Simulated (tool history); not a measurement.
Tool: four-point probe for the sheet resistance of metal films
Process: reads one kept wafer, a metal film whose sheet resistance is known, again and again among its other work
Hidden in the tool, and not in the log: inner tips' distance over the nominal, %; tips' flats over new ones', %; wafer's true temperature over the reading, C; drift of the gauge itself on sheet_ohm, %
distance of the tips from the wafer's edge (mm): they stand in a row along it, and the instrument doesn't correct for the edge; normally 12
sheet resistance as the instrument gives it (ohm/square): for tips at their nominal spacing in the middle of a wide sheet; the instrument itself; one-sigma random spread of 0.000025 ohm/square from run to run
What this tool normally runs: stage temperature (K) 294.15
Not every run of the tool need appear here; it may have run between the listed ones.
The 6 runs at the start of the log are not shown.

run   hour  stage temperature (K)  distance of the tips from the wafer's edge (mm)  touches since the probe head was changed  hours of work since the stage's thermometer was calibrated  sheet resistance as the instrument gives it (ohm/square)
  7  112.1                 294.15                                               18                                      3408                                                          43                                                  0.124841
  8  122.6                 294.15                                               20                                      3542                                                          49                                                  0.124821
  9  141.6                 294.15                                               20                                      3783                                                          60                                                  0.124807
 10  159.6                 294.15                                               20                                      4012                                                          70                                                  0.124836
 11  173.4                 294.15                                               20                                      4187                                                          78                                                  0.124857
 12  195.0                 294.15                                               20                                      4462                                                          91                                                  0.124845
 13  205.2                 294.15                                               20                                      4592                                                          97                                                  0.124886
 14  222.8                 294.15                                               20                                      4816                                                         107                                                  0.124797
 15  236.4                 294.15                                               20                                      4989                                                         115                                                  0.124805
 16  250.1                 294.15                                               20                                      5162                                                         123                                                  0.124807
 17  272.2                 294.15                                               12                                      5443                                                         136                                                  0.125322
 18  292.4                 294.15                                               19                                      5700                                                         147                                                  0.124916
 19  304.3                 294.15                                               12                                      5852                                                         154                                                  0.125352
 20  316.6                 294.15                                               12                                      6008                                                         161                                                  0.125290
 21  336.1                 291.15                                               50                                      6256                                                         173                                                  0.124772

Run 22, settings as shown, results not yet in. Your forecast:
 22  354.0                 296.15                                                5                                      6483                                                         183                                                         ?

sheet resistance as the instrument gives it (ohm/square): 0.128672
Without the tool's hidden state the same run would have given sheet resistance as the instrument gives it (ohm/square) 0.128481.
